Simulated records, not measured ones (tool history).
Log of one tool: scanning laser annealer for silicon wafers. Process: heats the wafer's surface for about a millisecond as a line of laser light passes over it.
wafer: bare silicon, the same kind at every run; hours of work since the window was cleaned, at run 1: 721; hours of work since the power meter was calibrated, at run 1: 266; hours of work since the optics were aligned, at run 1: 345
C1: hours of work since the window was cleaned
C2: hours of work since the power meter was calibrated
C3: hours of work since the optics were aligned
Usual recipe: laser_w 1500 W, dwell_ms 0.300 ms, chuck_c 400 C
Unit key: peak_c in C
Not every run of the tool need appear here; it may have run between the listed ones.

{"run": 1, "day": 0.0, "laser_w": 1500, "dwell_ms": 0.3, "chuck_c": 400, "C1": 721, "C2": 266, "C3": 345, "peak_c": 1069}
{"run": 2, "day": 0.508, "laser_w": 1500, "dwell_ms": 0.3, "chuck_c": 360, "C1": 731, "C2": 275, "C3": 354, "peak_c": 1033}
{"run": 3, "day": 0.917, "laser_w": 1500, "dwell_ms": 0.3, "chuck_c": 360, "C1": 738, "C2": 283, "C3": 361, "peak_c": 1032}
{"run": 4, "day": 1.462, "laser_w": 1500, "dwell_ms": 0.3, "chuck_c": 400, "C1": 748, "C2": 293, "C3": 372, "peak_c": 1069}
{"run": 5, "day": 2.0, "laser_w": 1500, "dwell_ms": 0.3, "chuck_c": 400, "C1": 758, "C2": 303, "C3": 382, "peak_c": 1074}
{"run": 6, "day": 2.554, "laser_w": 1500, "dwell_ms": 0.3, "chuck_c": 400, "C1": 769, "C2": 313, "C3": 392, "peak_c": 1073}
{"run": 7, "day": 2.946, "laser_w": 1505, "dwell_ms": 0.3, "chuck_c": 400, "C1": 776, "C2": 320, "C3": 399, "peak_c": 1070}
{"run": 8, "day": 3.583, "laser_w": 1311, "dwell_ms": 0.3, "chuck_c": 400, "C1": 787, "C2": 332, "C3": 411, "peak_c": 983}
{"run": 9, "day": 3.942, "laser_w": 1311, "dwell_ms": 0.3, "chuck_c": 400, "C1": 794, "C2": 339, "C3": 417, "peak_c": 977}
{"run": 10, "day": 4.388, "laser_w": 1311, "dwell_ms": 0.3, "chuck_c": 400, "C1": 802, "C2": 347, "C3": 426, "peak_c": 976}
{"run": 11, "day": 4.808, "laser_w": 1311, "dwell_ms": 0.3, "chuck_c": 400, "C1": 810, "C2": 355, "C3": 433, "peak_c": 972}
{"run": 12, "day": 5.096, "laser_w": 1311, "dwell_ms": 0.3, "chuck_c": 400, "C1": 816, "C2": 360, "C3": 439, "peak_c": 976}
{"run": 13, "day": 5.354, "laser_w": 1311, "dwell_ms": 0.3, "chuck_c": 400, "C1": 820, "C2": 365, "C3": 444, "peak_c": 973}
{"run": 14, "day": 5.817, "laser_w": 1311, "dwell_ms": 0.3, "chuck_c": 400, "C1": 829, "C2": 374, "C3": 452, "peak_c": 974}
{"run": 15, "day": 6.279, "laser_w": 1500, "dwell_ms": 0.3, "chuck_c": 400, "C1": 837, "C2": 382, "C3": 461, "peak_c": 1068}
{"run": 16, "day": 6.8, "laser_w": 1500, "dwell_ms": 0.303, "chuck_c": 400, "C1": 847, "C2": 392, "C3": 470, "peak_c": 1068}
{"run": 17, "day": 7.362, "laser_w": 1500, "dwell_ms": 0.303, "chuck_c": 400, "C1": 857, "C2": 402, "C3": 481, "peak_c": 1065}
{"run": 18, "day": 7.675, "laser_w": 1500, "dwell_ms": 0.303, "chuck_c": 400, "C1": 863, "C2": 408, "C3": 486, "peak_c": 1067}
{"run": 19, "day": 8.238, "laser_w": 1500, "dwell_ms": 0.303, "chuck_c": 400, "C1": 874, "C2": 418, "C3": 497, "peak_c": 1069}
{"run": 20, "day": 8.608, "laser_w": 1500, "dwell_ms": 0.303, "chuck_c": 400, "C1": 880, "C2": 425, "C3": 504, "peak_c": 1067}
{"day": 8.738, "done": "window over the wafer cleaned"}
{"run": 21, "day": 9.067, "laser_w": 1334, "dwell_ms": 0.304, "chuck_c": 415, "C1": 6, "C2": 432, "C3": 511, "peak_c": 990}
{"run": 22, "day": 9.579, "laser_w": 1334, "dwell_ms": 0.304, "chuck_c": 415, "C1": 16, "C2": 442, "C3": 520, "peak_c": 991}

Run 23 has not been measured yet. What should we expect?
{"run": 23, "day": 10.212, "laser_w": 1334, "dwell_ms": 0.304, "chuck_c": 415, "C1": 27, "C2": 453, "C3": 532, "peak_c": "?"}

peak_c: 989 C
Without the tool's hidden state the same run would have given peak_c 1036 C.

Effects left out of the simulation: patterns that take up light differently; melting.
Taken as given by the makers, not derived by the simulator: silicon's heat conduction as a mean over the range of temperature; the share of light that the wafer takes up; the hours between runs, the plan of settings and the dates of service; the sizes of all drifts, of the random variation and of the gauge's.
